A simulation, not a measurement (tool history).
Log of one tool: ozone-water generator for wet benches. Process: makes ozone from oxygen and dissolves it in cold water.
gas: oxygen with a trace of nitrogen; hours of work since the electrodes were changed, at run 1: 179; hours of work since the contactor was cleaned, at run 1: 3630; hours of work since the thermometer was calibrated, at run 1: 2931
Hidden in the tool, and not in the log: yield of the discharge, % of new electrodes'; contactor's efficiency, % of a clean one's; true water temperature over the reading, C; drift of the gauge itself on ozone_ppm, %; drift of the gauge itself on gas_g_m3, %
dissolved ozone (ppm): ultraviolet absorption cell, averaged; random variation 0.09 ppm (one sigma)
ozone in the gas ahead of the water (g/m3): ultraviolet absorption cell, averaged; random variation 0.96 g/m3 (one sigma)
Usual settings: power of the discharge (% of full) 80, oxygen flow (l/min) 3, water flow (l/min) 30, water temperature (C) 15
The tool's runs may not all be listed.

| run | hour | power of the discharge (% of full) | oxygen flow (l/min) | water flow (l/min) | water temperature (C) | hours of work since the electrodes were changed | hours of work since the contactor was cleaned | hours of work since the thermometer was calibrated | dissolved ozone (ppm) | ozone in the gas ahead of the water (g/m3) |
|---|---|---|---|---|---|---|---|---|---|---|
| 1 | 0 | 80 | 3 | 30 | 15 | 179 | 3630 | 2931 | 9.65 | 162.9 |
| 2 | 78.9 | 80 | 3 | 30 | 14 | 248 | 3700 | 3001 | 10.01 | 163.6 |
| 3 | 124.6 | 80 | 3 | 30 | 15 | 289 | 3740 | 3041 | 9.72 | 161.8 |
| 4 | 171 | 80 | 3 | 30 | 8 | 330 | 3781 | 3082 | 10.21 | 162.7 |
| 5 | 227.9 | 80 | 3 | 30 | 8 | 380 | 3832 | 3132 | 10.24 | 162.5 |
| 6 | 321 | 80 | 3 | 30 | 15 | 462 | 3914 | 3214 | 9.78 | 159.9 |
| 7 | 404 | 80 | 3 | 30 | 15 | 536 | 3987 | 3288 | 9.75 | 162 |
| 8 | 495.7 | 80 | 3 | 30 | 9 | 617 | 4068 | 3369 | 10.04 | 163.3 |
| 9 | 567.2 | 80 | 3 | 30 | 21 | 680 | 4131 | 3432 | 9.2 | 162.3 |
| 10 | 614.4 | 80 | 3 | 30 | 15 | 721 | 4173 | 3474 | 9.84 | 162.6 |
| 11 | 670.4 | 80 | 3 | 30 | 15 | 771 | 4223 | 3523 | 9.48 | 163.1 |
| 12 | 726 | 80 | 3 | 30 | 15 | 820 | 4272 | 3572 | 9.59 | 160.8 |
| 13 | 803.5 | 80 | 3 | 30 | 15 | 889 | 4340 | 3641 | 9.48 | 161.7 |
| 14 | 884.5 | 80 | 3 | 30 | 15 | 960 | 4412 | 3712 | 9.59 | 161.8 |
| 15 | 927.7 | 80 | 3 | 30 | 15 | 998 | 4450 | 3751 | 9.57 | 160.7 |
| 16 | 1011.5 | 80 | 3 | 30 | 15 | 1072 | 4524 | 3825 | 9.55 | 162.2 |
| 17 | 1059.5 | 80 | 3 | 30 | 15 | 1115 | 4567 | 3867 | 9.42 | 161.1 |
| 18 | 1148.7 | 53 | 3 | 30 | 18 | 1194 | 4645 | 3946 | 6.44 | 110.3 |
| 19 | 1232.1 | 53 | 3 | 25 | 18 | 1267 | 4719 | 4020 | 7.64 | 110 |
| 20 | 1297.7 | 66 | 1.74 | 21 | 17 | 1325 | 4777 | 4078 | 9.86 | 179.9 |
|  | 1306.5 | water thermometer calibrated |
| 21 | 1391.6 | 41 | 1.74 | 40 | 9 | 1408 | 4860 | 75 | 3.25 | 116.4 |
| 22 | 1436.5 | 87 | 2.9 | 35 | 9 | 1448 | 4899 | 115 | 9.05 | 173.9 |
| 23 | 1489.4 | 74 | 1.89 | 32 | 14 | 1494 | 4946 | 162 | 7.21 | 191.2 |
|  | 1540.4 | contactor cleaned |
| 24 | 1540.4 | 73 | 3 | 21 | 8 | 1536 | 0 | 203 | 13.26 | 147.8 |
| 25 | 1615.7 | 80 | 3 | 20 | 15 | 1602 | 67 | 270 | 14.13 | 159.9 |
|  | 1659.6 | water thermometer calibrated, once more |
| 26 | 1691.3 | 80 | 3 | 20 | 15 | 1669 | 133 | 28 | 14.29 | 160.7 |
| 27 | 1744.5 | 80 | 3 | 30 | 16 | 1716 | 180 | 75 | 9.64 | 160.6 |
| 28 | 1841.7 | 80 | 3 | 39 | 15 | 1802 | 266 | 161 | 7.51 | 159 |
| 29 | 1923.7 | 80 | 3 | 39 | 15 | 1874 | 338 | 233 | 7.46 | 159.7 |
| 30 | 1964.7 | 80 | 3.96 | 30 | 15 | 1910 | 374 | 270 | 10.28 | 136.1 |
| 31 | 2038.5 | 80 | 3.96 | 30 | 15 | 1976 | 440 | 335 | 10.08 | 136.1 |
| 32 | 2112.5 | 80 | 2 | 19 | 15 | 2041 | 505 | 400 | 13.85 | 200.1 |
| 33 | 2177.5 | 48 | 1.93 | 19 | 15 | 2098 | 563 | 458 | 8.53 | 127.8 |

4 ways to go on from here, each from the tool as it stands after run 33. What would each give?
| A | 2259.8 | 48 | 2.03 | 19 | 9 | 2171 | 635 | 530 | ? | ? |
| B | 2259.8 | 48 | 1.93 | 38 | 15 | 2171 | 635 | 530 | ? | ? |
| C | 2259.8 | 57 | 2.69 | 19 | 8 | 2171 | 635 | 530 | ? | ? |
| D | 2259.8 | 48 | 1.93 | 28 | 15 | 2171 | 635 | 530 | ? | ? |

| run | dissolved ozone (ppm) | ozone in the gas ahead of the water (g/m3) |
|---|---|---|
| A | 9.08 | 123.8 |
| B | 4.29 | 127.5 |
| C | 11.24 | 123.4 |
| D | 5.76 | 127.2 |
Without the tool's hidden state the same runs would have given:
| run | dissolved ozone (ppm) | ozone in the gas ahead of the water (g/m3) |
|---|---|---|
| A | 9.27 | 125.8 |
| B | 4.38 | 129.5 |
| C | 11.53 | 125.9 |
| D | 5.89 | 129.3 |
